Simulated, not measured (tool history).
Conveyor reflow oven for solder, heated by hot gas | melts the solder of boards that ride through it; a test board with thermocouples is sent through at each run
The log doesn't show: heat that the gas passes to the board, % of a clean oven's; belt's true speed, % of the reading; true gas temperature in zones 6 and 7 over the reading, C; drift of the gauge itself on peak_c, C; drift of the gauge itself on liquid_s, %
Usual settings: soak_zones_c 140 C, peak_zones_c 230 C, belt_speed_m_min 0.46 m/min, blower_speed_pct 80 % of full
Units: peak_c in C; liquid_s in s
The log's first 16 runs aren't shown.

run   hour  soak_zones_c  peak_zones_c  belt_speed_m_min  blower_speed_pct  hours of work since the flux was cleaned out  hours of work since the belt drive was overhauled  hours of work since the thermocouples were changed  peak_c  liquid_s
 17  203.6           152           230              0.46                50                                            72                                                510                                                 969   207.3      53.8
     214.6  -- flux residue cleaned out of gas plates and filters, once more
 18  227.5           152           230              0.46                50                                            10                                                524                                                 984   208.6      56.1
 19  240.4           140           219              0.46                58                                            20                                                534                                                 994   199.5      39.4
 20    254           155           219             0.378                58                                            31                                                545                                                1004   206.6      71.8
     268.5  -- thermocouples of zones 6 and 7 changed
 21  272.1           155           219             0.378                58                                            43                                                557                                                   3   208.8      73.8
 22    288           132           236             0.433                83                                            55                                                570                                                  15   220.1      63.8
 23  300.4           132           236              0.39                83                                            65                                                579                                                  25   223.8      74.5
 24  311.9           132           236              0.39                83                                            74                                                588                                                  34   222.8      74.5
 25  319.9           140           224             0.476                68                                            80                                                594                                                  40   206.1      46.8
 26  333.1           129           240             0.471                80                                            90                                                605                                                  50   220.1      56.7
 27  347.1           129           240             0.471                80                                           101                                                615                                                  61   220.1      56.9
 28  355.4           138           230              0.46                80                                           108                                                622                                                  67   213.4      56.1
 29  365.4           138           230              0.46                63                                           115                                                630                                                  75   210.4      52.5
 30  384.5           138           230              0.46                63                                           130                                                644                                                  90   210.1      51.9
 31  394.6           138           230              0.46                63                                           138                                                652                                                  98   209.7      52.1

Forecast run 32:
 32  412.3           138           230              0.46                63                                           152                                                666                                                 111       ?         ?

peak_c: 210.1 C
liquid_s: 52.1 s
Without the tool's hidden state the same run would have given peak_c 210.9 C, liquid_s 52.3 s.

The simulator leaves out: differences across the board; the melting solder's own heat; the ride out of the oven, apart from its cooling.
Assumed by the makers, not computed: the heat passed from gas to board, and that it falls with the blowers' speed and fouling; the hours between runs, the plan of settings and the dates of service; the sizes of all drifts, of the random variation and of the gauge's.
